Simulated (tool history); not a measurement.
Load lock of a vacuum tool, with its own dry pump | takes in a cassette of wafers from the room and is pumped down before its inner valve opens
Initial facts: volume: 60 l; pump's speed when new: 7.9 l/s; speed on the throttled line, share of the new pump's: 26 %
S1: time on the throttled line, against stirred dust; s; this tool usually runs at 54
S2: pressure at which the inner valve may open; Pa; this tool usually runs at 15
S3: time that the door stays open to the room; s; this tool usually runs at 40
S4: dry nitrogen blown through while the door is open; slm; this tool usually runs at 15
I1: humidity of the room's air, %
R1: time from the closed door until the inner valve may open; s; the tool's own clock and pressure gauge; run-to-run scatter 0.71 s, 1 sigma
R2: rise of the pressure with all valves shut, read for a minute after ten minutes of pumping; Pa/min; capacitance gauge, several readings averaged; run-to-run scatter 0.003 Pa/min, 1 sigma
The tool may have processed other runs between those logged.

run 1 hour=0 | S1=54 S2=15 S3=40 S4=15 | I1=40.8 | R1=107.9 R2=0.043
run 2 hour=133.2 | S1=54 S2=15 S3=40 S4=15 | I1=44.8 | R1=109.1 R2=0.053
run 3 hour=265.5 | S1=94 S2=15 S3=40 S4=15 | I1=45.2 | R1=137.4 R2=0.051
run 4 hour=425.4 | S1=94 S2=15 S3=40 S4=15 | I1=43.2 | R1=138.1 R2=0.046
run 5 hour=577.2 | S1=94 S2=15 S3=40 S4=15 | I1=46.6 | R1=138.3 R2=0.054
run 6 hour=683.6 | S1=94 S2=15 S3=40 S4=15 | I1=46 | R1=138 R2=0.053
run 7 hour=797.2 | S1=94 S2=15 S3=40 S4=15 | I1=44.6 | R1=138.6 R2=0.055
run 8 hour=940.1 | S1=94 S2=15 S3=40 S4=15 | I1=45 | R1=137.3 R2=0.056
run 9 hour=1097.1 | S1=94 S2=15 S3=40 S4=15 | I1=44.7 | R1=138.4 R2=0.058
run 10 hour=1269.1 | S1=94 S2=15 S3=40 S4=15 | I1=46.3 | R1=137.3 R2=0.058
run 11 hour=1360.3 | S1=94 S2=15 S3=137 S4=15 | I1=46.4 | R1=138.9 R2=0.075
run 12 hour=1496 | S1=43 S2=15 S3=167 S4=15 | I1=44.5 | R1=101.2 R2=0.076
run 13 hour=1612 | S1=59 S2=19 S3=48 S4=15 | I1=45.7 | R1=111 R2=0.066
run 14 hour=1772.8 | S1=59 S2=19 S3=48 S4=15 | I1=43.6 | R1=111.4 R2=0.068
run 15 hour=1906.6 | S1=31 S2=12 S3=131 S4=6 | I1=43.4 | R1=94.2 R2=0.098
run 16 hour=2097.5 | S1=37 S2=22 S3=223 S4=6 | I1=44.3 | R1=93.4 R2=0.11

For each run, the measured value with the value that run would have given without the tool's hidden condition subtracted. The run-to-run variation is shared by both, the gauge scatter possibly not:
Hidden state at play: pump's speed, % of a new pump's; leak at the door's seal, Pa l/s; drift of the gauge itself on ready_s, %; drift of the gauge itself on rise_pa_min, %.
run=1 R1=+1.1 R2=+0.012
run=2 R1=+1.1 R2=+0.014
run=3 R1=+1 R2=+0.014
run=4 R1=+1 R2=+0.015
run=5 R1=+1.1 R2=+0.016
run=6 R1=+1 R2=+0.017
run=7 R1=+1 R2=+0.018
run=8 R1=+1.1 R2=+0.019
run=9 R1=+1.1 R2=+0.021
run=10 R1=+1.2 R2=+0.021
run=11 R1=+1.2 R2=+0.022
run=12 R1=+1.6 R2=+0.022
run=13 R1=+1.4 R2=+0.024
run=14 R1=+1.5 R2=+0.025
run=15 R1=+1.8 R2=+0.026
run=16 R1=+1.6 R2=+0.028
